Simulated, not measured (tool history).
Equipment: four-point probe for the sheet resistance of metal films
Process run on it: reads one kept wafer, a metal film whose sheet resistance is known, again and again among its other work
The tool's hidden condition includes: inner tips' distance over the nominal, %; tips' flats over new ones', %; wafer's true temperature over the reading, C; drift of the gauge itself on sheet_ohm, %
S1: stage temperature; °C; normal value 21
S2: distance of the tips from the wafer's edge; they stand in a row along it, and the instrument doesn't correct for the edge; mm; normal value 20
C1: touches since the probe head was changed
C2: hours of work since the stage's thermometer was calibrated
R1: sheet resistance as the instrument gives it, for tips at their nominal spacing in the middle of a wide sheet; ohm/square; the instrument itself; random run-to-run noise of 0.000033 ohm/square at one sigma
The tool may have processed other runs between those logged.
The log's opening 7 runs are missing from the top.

run 8 day=7.262 | S1=21 S2=33 | C1=23095 C2=1451 | R1=0.166718
run 9 day=8.354 | S1=21 S2=20 | C1=23702 C2=1463 | R1=0.166756
run 10 day=9.621 | S1=21 S2=20 | C1=24408 C2=1478 | R1=0.166736
run 11 day=10.883 | S1=21 S2=20 | C1=25113 C2=1493 | R1=0.166698
run 12 day=12.362 | S1=21 S2=20 | C1=25937 C2=1510 | R1=0.166734
run 13 day=13.908 | S1=21 S2=6 | C1=26798 C2=1528 | R1=0.167242
run 14 day=14.842 | S1=21 S2=6 | C1=27318 C2=1539 | R1=0.167249
run 15 day=16.217 | S1=21 S2=6 | C1=28083 C2=1555 | R1=0.167257
run 16 day=17.767 | S1=21 S2=6 | C1=28947 C2=1573 | R1=0.167221
run 17 day=18.725 | S1=21 S2=6 | C1=29481 C2=1584 | R1=0.167212
run 18 day=20.262 | S1=20 S2=4 | C1=30339 C2=1602 | R1=0.168102
run 19 day=21.975 | S1=32 S2=21 | C1=31292 C2=1622 | R1=0.16562
run 20 day=22.783 | S1=32 S2=21 | C1=31744 C2=1632 | R1=0.165723
run 21 day=24.112 | S1=32 S2=21 | C1=32484 C2=1647 | R1=0.165623
run 22 day=25.054 | S1=32 S2=21 | C1=33008 C2=1658 | R1=0.165629
run 23 day=26.808 | S1=20 S2=46 | C1=33986 C2=1679 | R1=0.166648
run 24 day=27.696 | S1=20 S2=46 | C1=34480 C2=1689 | R1=0.166634
run 25 day=29.375 | S1=28 S2=13 | C1=35416 C2=1709 | R1=0.166079
run 26 day=30.212 | S1=27 S2=5 | C1=35883 C2=1719 | R1=0.166903
run 27 day=31.483 | S1=28 S2=23 | C1=36592 C2=1733 | R1=0.165869

The next listed run, before its measurement:
run 28 day=32.488 | S1=28 S2=23 | C1=37151 C2=1745 | R1=?

R1: 0.165876 ohm/square
With the hidden condition absent and the run-to-run variation left alone, this run would have shown R1 0.166541 ohm/square.
